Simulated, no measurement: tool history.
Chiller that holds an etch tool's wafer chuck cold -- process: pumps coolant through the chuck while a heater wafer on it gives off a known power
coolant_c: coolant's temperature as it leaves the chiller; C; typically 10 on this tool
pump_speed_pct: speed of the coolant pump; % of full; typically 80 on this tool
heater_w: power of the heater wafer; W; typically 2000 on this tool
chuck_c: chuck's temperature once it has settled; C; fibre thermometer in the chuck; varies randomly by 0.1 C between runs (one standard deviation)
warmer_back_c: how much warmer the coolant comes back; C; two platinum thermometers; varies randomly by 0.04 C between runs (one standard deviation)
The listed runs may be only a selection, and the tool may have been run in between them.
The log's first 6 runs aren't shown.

run	hour	coolant_c	pump_speed_pct	heater_w	hours since the coolant was changed and the channels were flushed	hours since the pump was overhauled	hours since the chiller's thermometer was calibrated	chuck_c	warmer_back_c
7	316.9	10	80	2212	2802	3606	795	29.6	9.88
8	399.5	10	80	2212	2885	3688	878	29.6	9.91
9	448.6	10	80	2212	2934	3737	927	29.7	9.81
10	482.9	10	80	2315	2968	3772	961	30.4	10.37
11	556.4	10	80	2315	3042	3845	1035	30.4	10.36
12	627.4	16	80	2000	3113	3916	1106	33.8	8.91
13	664.6	16	80	2000	3150	3953	1143	33.7	9.00
14	699.9	10	97	2000	3185	3989	1178	24.4	7.16
15	775.0	10	97	2000	3261	4064	1254	24.3	7.18
16	828.4	10	80	2000	3314	4117	1307	27.7	8.87
17	887.4	10	80	2000	3373	4176	1366	27.7	8.86
18	947.7	10	80	2000	3433	4236	1426	28.0	8.89
19	996.8	10	63	1141	3482	4286	1475	22.9	6.60
20	1060.1	1	93	1727	3546	4349	1539	14.1	6.46
21	1123.9	1	93	1727	3609	4413	1602	13.9	6.45
22	1165.7	10	92	2000	3651	4454	1644	25.3	7.65
23	1201.1	10	92	2000	3687	4490	1680	25.2	7.62
24	1236.8	8	91	2097	3722	4526	1715	24.2	8.05
25	1307.9	19	92	1825	3793	4597	1787	33.0	6.95
26	1365.8	19	92	1825	3851	4655	1844	32.9	6.97
27	1421.6	18	76	1796	3907	4710	1900	34.8	8.52
28	1459.5	18	76	1796	3945	4748	1938	34.9	8.50
29	1512.6	2	91	1675	3998	4801	1991	14.9	6.40
30	1554.9	4	94	2596	4040	4844	2033	23.6	9.60
31	1590.0	5	67	2000	4075	4879	2069	26.5	10.94

5 ways to go on from here, each from the tool as it stands after run 31. What would each give?
A	1671.4	5	67	2347	4157	4960	2150	?	?
B	1671.4	8	70	2216	4157	4960	2150	?	?
C	1671.4	10	69	2000	4157	4960	2150	?	?
D	1671.4	18	67	2000	4157	4960	2150	?	?
E	1671.4	5	96	1870	4157	4960	2150	?	?

run	chuck_c	warmer_back_c
A	30.2	12.89
B	30.8	11.64
C	30.8	10.59
D	39.4	10.99
E	18.6	6.78
What these runs would have given with no unlogged condition in the tool:
run	chuck_c	warmer_back_c
A	30.1	12.87
B	30.7	11.63
C	30.7	10.58
D	39.4	10.98
E	18.6	6.78
